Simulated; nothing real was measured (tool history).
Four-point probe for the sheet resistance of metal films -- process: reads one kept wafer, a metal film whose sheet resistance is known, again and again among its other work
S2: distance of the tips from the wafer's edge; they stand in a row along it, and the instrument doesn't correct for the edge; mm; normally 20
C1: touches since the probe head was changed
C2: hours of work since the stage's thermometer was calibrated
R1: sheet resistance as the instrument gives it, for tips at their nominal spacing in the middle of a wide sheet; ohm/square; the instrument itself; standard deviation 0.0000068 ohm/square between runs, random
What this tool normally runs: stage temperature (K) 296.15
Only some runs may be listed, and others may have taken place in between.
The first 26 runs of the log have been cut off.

{"run": 27, "hour": 390.8, "stage temperature (K)": 291.15, "S2": 21, "C1": 54631, "C2": 1023, "R1": 0.034121}
{"run": 28, "hour": 407.3, "stage temperature (K)": 291.15, "S2": 21, "C1": 55460, "C2": 1034, "R1": 0.034101}
{"run": 29, "hour": 423.7, "stage temperature (K)": 291.15, "S2": 21, "C1": 56283, "C2": 1043, "R1": 0.034113}
{"run": 30, "hour": 439.6, "stage temperature (K)": 291.15, "S2": 21, "C1": 57079, "C2": 1053, "R1": 0.034091}
{"run": 31, "hour": 456.1, "stage temperature (K)": 303.15, "S2": 57, "C1": 57908, "C2": 1063, "R1": 0.03395}
{"run": 32, "hour": 477.4, "stage temperature (K)": 292.15, "S2": 4, "C1": 58978, "C2": 1076, "R1": 0.035784}
{"run": 33, "hour": 494.4, "stage temperature (K)": 296.15, "S2": 15, "C1": 59830, "C2": 1086, "R1": 0.034134}
{"run": 34, "hour": 516.3, "stage temperature (K)": 308.15, "S2": 6, "C1": 60930, "C2": 1100, "R1": 0.034709}
{"run": 35, "hour": 532.7, "stage temperature (K)": 308.15, "S2": 6, "C1": 61753, "C2": 1110, "R1": 0.034716}
{"run": 36, "hour": 550.1, "stage temperature (K)": 295.15, "S2": 5, "C1": 62624, "C2": 1120, "R1": 0.035139}
{"run": 37, "hour": 569.7, "stage temperature (K)": 295.15, "S2": 5, "C1": 63609, "C2": 1132, "R1": 0.035146}
{"run": 38, "hour": 584.1, "stage temperature (K)": 305.15, "S2": 41, "C1": 64331, "C2": 1141, "R1": 0.033945}
{"run": 39, "hour": 601.8, "stage temperature (K)": 305.15, "S2": 8, "C1": 65216, "C2": 1152, "R1": 0.034385}
{"run": 40, "hour": 618.3, "stage temperature (K)": 305.15, "S2": 8, "C1": 66042, "C2": 1162, "R1": 0.034391}
{"run": 41, "hour": 627.2, "stage temperature (K)": 302.15, "S2": 16, "C1": 66490, "C2": 1167, "R1": 0.034073}
{"run": 42, "hour": 644.3, "stage temperature (K)": 293.15, "S2": 20, "C1": 67348, "C2": 1177, "R1": 0.034103}
{"run": 43, "hour": 653.9, "stage temperature (K)": 292.15, "S2": 5, "C1": 67832, "C2": 1183, "R1": 0.035176}
{"run": 44, "hour": 675.8, "stage temperature (K)": 292.15, "S2": 20, "C1": 68927, "C2": 1197, "R1": 0.034117}
{"run": 45, "hour": 684.9, "stage temperature (K)": 298.15, "S2": 16, "C1": 69385, "C2": 1202, "R1": 0.034102}

Each row is a separate what-if for the run after 45, all from the same tool condition, not one after another. Results?
{"run": "A", "hour": 696.2, "stage temperature (K)": 294.15, "S2": 37, "C1": 69950, "C2": 1209, "R1": "?"}
{"run": "B", "hour": 696.2, "stage temperature (K)": 298.15, "S2": 37, "C1": 69950, "C2": 1209, "R1": "?"}
{"run": "C", "hour": 696.2, "stage temperature (K)": 298.15, "S2": 48, "C1": 69950, "C2": 1209, "R1": "?"}
{"run": "D", "hour": 696.2, "stage temperature (K)": 304.15, "S2": 13, "C1": 69950, "C2": 1209, "R1": "?"}

run=A R1=0.034035
run=B R1=0.034009
run=C R1=0.034001
run=D R1=0.034115
Stripped of hidden state, with their random variation kept, the same runs would have yielded:
run=A R1=0.034037
run=B R1=0.034011
run=C R1=0.034003
run=D R1=0.034117
